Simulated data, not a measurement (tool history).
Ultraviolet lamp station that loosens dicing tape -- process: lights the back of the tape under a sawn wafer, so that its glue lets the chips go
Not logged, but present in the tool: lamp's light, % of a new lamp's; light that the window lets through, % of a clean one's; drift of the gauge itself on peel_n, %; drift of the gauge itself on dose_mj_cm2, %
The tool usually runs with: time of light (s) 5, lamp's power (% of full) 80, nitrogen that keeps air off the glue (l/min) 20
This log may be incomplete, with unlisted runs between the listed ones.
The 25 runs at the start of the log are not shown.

| run | hour | time of light (s) | lamp's power (% of full) | nitrogen that keeps air off the glue (l/min) | hours of work of the lamp | hours of work since the window was cleaned | force that peels the tape off (N) | light that reached the tape (mJ/cm2) |
|---|---|---|---|---|---|---|---|---|
| 26 | 196.2 | 2 | 82 | 21 | 148 | 350 | 1.624 | 147 |
| 27 | 205.5 | 5 | 96 | 22 | 155 | 357 | 0.328 | 428 |
| 28 | 217.1 | 8 | 69 | 22 | 163 | 365 | 0.248 | 488 |
| 29 | 225.6 | 8 | 69 | 22 | 169 | 371 | 0.251 | 489 |
| 30 | 237.3 | 2 | 89 | 36 | 178 | 380 | 1.335 | 160 |
| 31 | 248.0 | 8 | 83 | 29 | 185 | 387 | 0.170 | 583 |
| 32 | 253.3 | 8 | 83 | 29 | 189 | 391 | 0.167 | 586 |
| 33 | 260.3 | 8 | 83 | 7 | 194 | 396 | 0.350 | 588 |
| 34 | 266.7 | 5 | 69 | 20 | 199 | 401 | 0.639 | 304 |
| 35 | 273.9 | 5 | 91 | 14 | 204 | 406 | 0.477 | 396 |
| 36 | 281.5 | 5 | 62 | 20 | 210 | 412 | 0.793 | 273 |
| 37 | 289.5 | 4 | 80 | 20 | 216 | 418 | 0.770 | 273 |
| 38 | 294.7 | 4 | 80 | 20 | 219 | 421 | 0.768 | 277 |
| 39 | 306.1 | 5 | 77 | 7 | 228 | 430 | 0.964 | 328 |

Predict the results of run 40:
| 40 | 317.2 | 5 | 77 | 7 | 236 | 438 | ? | ? |

Logged for run 40: force that peels the tape off (N) 1.031, light that reached the tape (mJ/cm2) 327.
Were there no unlogged condition in the tool, this run, its random variation unchanged, would have produced force that peels the tape off (N) 0.711, light that reached the tape (mJ/cm2) 412.

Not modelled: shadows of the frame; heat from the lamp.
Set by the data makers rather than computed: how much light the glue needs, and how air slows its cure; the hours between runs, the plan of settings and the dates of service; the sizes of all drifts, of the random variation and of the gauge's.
